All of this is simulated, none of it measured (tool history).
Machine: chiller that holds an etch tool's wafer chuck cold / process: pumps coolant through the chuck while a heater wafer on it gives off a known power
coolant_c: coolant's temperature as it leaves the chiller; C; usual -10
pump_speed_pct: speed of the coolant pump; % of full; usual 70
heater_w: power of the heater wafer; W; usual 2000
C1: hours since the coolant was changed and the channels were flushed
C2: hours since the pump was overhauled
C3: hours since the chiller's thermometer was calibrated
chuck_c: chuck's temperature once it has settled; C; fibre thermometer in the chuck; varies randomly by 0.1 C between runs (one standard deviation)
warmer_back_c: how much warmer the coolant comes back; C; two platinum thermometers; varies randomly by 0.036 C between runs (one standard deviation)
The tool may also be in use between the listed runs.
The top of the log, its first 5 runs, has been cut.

run 6 hour=298 | coolant_c=-10 pump_speed_pct=72 heater_w=2000 | C1=3068 C2=2766 C3=5083 | chuck_c=6.4 warmer_back_c=6.48
run 7 hour=371 | coolant_c=-10 pump_speed_pct=95 heater_w=2000 | C1=3141 C2=2839 C3=5156 | chuck_c=3 warmer_back_c=4.76
run 8 hour=411.5 | coolant_c=-10 pump_speed_pct=95 heater_w=1089 | C1=3182 C2=2880 C3=5197 | chuck_c=-2.6 warmer_back_c=2.57
run 9 hour=452.4 | coolant_c=-10 pump_speed_pct=95 heater_w=1089 | C1=3222 C2=2921 C3=5238 | chuck_c=-2.4 warmer_back_c=2.57
run 10 hour=490.5 | coolant_c=-10 pump_speed_pct=95 heater_w=1089 | C1=3261 C2=2959 C3=5276 | chuck_c=-2.6 warmer_back_c=2.65
run 11 hour=521.6 | coolant_c=-10 pump_speed_pct=95 heater_w=1788 | C1=3292 C2=2990 C3=5307 | chuck_c=1.9 warmer_back_c=4.25
run 12 hour=552.3 | coolant_c=-10 pump_speed_pct=95 heater_w=1788 | C1=3322 C2=3020 C3=5338 | chuck_c=1.7 warmer_back_c=4.27
run 13 hour=588 | coolant_c=-10 pump_speed_pct=70 heater_w=2000 | C1=3358 C2=3056 C3=5373 | chuck_c=6.6 warmer_back_c=6.7
run 14 hour=629 | coolant_c=-19 pump_speed_pct=70 heater_w=2000 | C1=3399 C2=3097 C3=5414 | chuck_c=-2.3 warmer_back_c=6.77
run 15 hour=691.4 | coolant_c=-19 pump_speed_pct=70 heater_w=2000 | C1=3461 C2=3160 C3=5477 | chuck_c=-2.4 warmer_back_c=6.74
-- hour=725.5 chiller's thermometer calibrated
run 16 hour=759.7 | coolant_c=-19 pump_speed_pct=70 heater_w=2000 | C1=3529 C2=3227 C3=34 | chuck_c=-2.9 warmer_back_c=6.72
run 17 hour=811 | coolant_c=-19 pump_speed_pct=70 heater_w=2000 | C1=3580 C2=3278 C3=85 | chuck_c=-3.2 warmer_back_c=6.72
run 18 hour=864.3 | coolant_c=-8 pump_speed_pct=70 heater_w=2096 | C1=3633 C2=3331 C3=139 | chuck_c=8.7 warmer_back_c=6.99
run 19 hour=911.9 | coolant_c=-8 pump_speed_pct=70 heater_w=2096 | C1=3681 C2=3379 C3=186 | chuck_c=8.9 warmer_back_c=7.07
run 20 hour=956 | coolant_c=-12 pump_speed_pct=83 heater_w=1128 | C1=3725 C2=3423 C3=231 | chuck_c=-3.9 warmer_back_c=3.2
-- hour=964.2 coolant pump overhauled
run 21 hour=995.5 | coolant_c=-12 pump_speed_pct=84 heater_w=1128 | C1=3760 C2=31 C3=265 | chuck_c=-4.1 warmer_back_c=3.17
run 22 hour=1051.2 | coolant_c=-12 pump_speed_pct=84 heater_w=1128 | C1=3815 C2=87 C3=321 | chuck_c=-4.1 warmer_back_c=3.19
-- hour=1076.3 coolant pump overhauled, once more
run 23 hour=1088.5 | coolant_c=-15 pump_speed_pct=75 heater_w=1393 | C1=3847 C2=12 C3=353 | chuck_c=-4.6 warmer_back_c=4.16
run 24 hour=1145.3 | coolant_c=-13 pump_speed_pct=72 heater_w=1711 | C1=3904 C2=69 C3=410 | chuck_c=0.1 warmer_back_c=5.41
run 25 hour=1196.9 | coolant_c=-10 pump_speed_pct=70 heater_w=1281 | C1=3956 C2=121 C3=461 | chuck_c=0.1 warmer_back_c=4.18
run 26 hour=1256.3 | coolant_c=-6 pump_speed_pct=68 heater_w=2000 | C1=4015 C2=180 C3=521 | chuck_c=10.1 warmer_back_c=6.63
run 27 hour=1291.5 | coolant_c=-6 pump_speed_pct=91 heater_w=1002 | C1=4051 C2=215 C3=556 | chuck_c=0.3 warmer_back_c=2.37

Run 28 comes next. What will it give?
run 28 hour=1362.3 | coolant_c=-2 pump_speed_pct=89 heater_w=1880 | C1=4121 C2=286 C3=627 | chuck_c=? warmer_back_c=?

chuck_c: 10.4 C
warmer_back_c: 4.7 C
With the hidden condition absent and the run-to-run variation left alone, this run would have shown chuck_c 9.6 C, warmer_back_c 4.67 C.

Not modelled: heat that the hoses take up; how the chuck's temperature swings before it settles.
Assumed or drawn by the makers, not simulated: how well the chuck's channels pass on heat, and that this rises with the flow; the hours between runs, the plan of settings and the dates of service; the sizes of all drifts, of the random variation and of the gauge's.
